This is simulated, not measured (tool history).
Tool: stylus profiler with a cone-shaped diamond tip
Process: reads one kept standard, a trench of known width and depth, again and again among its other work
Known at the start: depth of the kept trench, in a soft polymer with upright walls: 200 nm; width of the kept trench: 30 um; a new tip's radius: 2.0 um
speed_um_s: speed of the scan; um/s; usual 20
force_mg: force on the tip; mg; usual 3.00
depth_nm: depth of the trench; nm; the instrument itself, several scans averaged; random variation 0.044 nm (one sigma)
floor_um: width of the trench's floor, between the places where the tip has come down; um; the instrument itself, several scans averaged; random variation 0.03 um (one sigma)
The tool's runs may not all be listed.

{"run": 1, "hour": 0.0, "speed_um_s": 20, "force_mg": 3.0, "depth_nm": 202.67, "floor_um": 27.8}
{"run": 2, "hour": 89.2, "speed_um_s": 20, "force_mg": 3.0, "depth_nm": 202.65, "floor_um": 27.75}
{"run": 3, "hour": 228.0, "speed_um_s": 20, "force_mg": 2.24, "depth_nm": 202.01, "floor_um": 27.7}
{"run": 4, "hour": 357.1, "speed_um_s": 20, "force_mg": 2.24, "depth_nm": 202.02, "floor_um": 27.71}
{"run": 5, "hour": 431.5, "speed_um_s": 20, "force_mg": 2.24, "depth_nm": 201.94, "floor_um": 27.66}
{"run": 6, "hour": 566.7, "speed_um_s": 20, "force_mg": 2.24, "depth_nm": 201.91, "floor_um": 27.62}
{"run": 7, "hour": 704.4, "speed_um_s": 20, "force_mg": 1.13, "depth_nm": 200.92, "floor_um": 27.57}
{"run": 8, "hour": 819.5, "speed_um_s": 20, "force_mg": 3.0, "depth_nm": 202.35, "floor_um": 27.48}
{"hour": 828.4, "done": "height scale calibrated on a step standard"}
{"run": 9, "hour": 903.1, "speed_um_s": 29, "force_mg": 3.0, "depth_nm": 202.11, "floor_um": 27.53}
{"run": 10, "hour": 1001.8, "speed_um_s": 20, "force_mg": 3.0, "depth_nm": 202.09, "floor_um": 27.52}
{"run": 11, "hour": 1139.9, "speed_um_s": 20, "force_mg": 3.0, "depth_nm": 201.96, "floor_um": 27.44}
{"run": 12, "hour": 1205.1, "speed_um_s": 5, "force_mg": 3.65, "depth_nm": 202.38, "floor_um": 27.47}
{"hour": 1242.9, "done": "height scale calibrated on a step standard, once more"}
{"run": 13, "hour": 1263.2, "speed_um_s": 48, "force_mg": 2.91, "depth_nm": 203.28, "floor_um": 27.29}
{"run": 14, "hour": 1402.5, "speed_um_s": 66, "force_mg": 5.27, "depth_nm": 204.65, "floor_um": 27.28}
{"run": 15, "hour": 1515.4, "speed_um_s": 10, "force_mg": 6.8, "depth_nm": 205.56, "floor_um": 27.42}
{"run": 16, "hour": 1590.5, "speed_um_s": 6, "force_mg": 1.77, "depth_nm": 202.19, "floor_um": 27.4}
{"run": 17, "hour": 1709.0, "speed_um_s": 14, "force_mg": 7.37, "depth_nm": 205.75, "floor_um": 27.35}

Run 18 comes next. What will it give?
{"run": 18, "hour": 1799.6, "speed_um_s": 13, "force_mg": 1.5, "depth_nm": "?", "floor_um": "?"}

Run 18 gave depth_nm 201.94 nm, floor_um 27.27 um.
Without the tool's hidden state the same run would have given depth_nm 202.02 nm, floor_um 28.15 um.
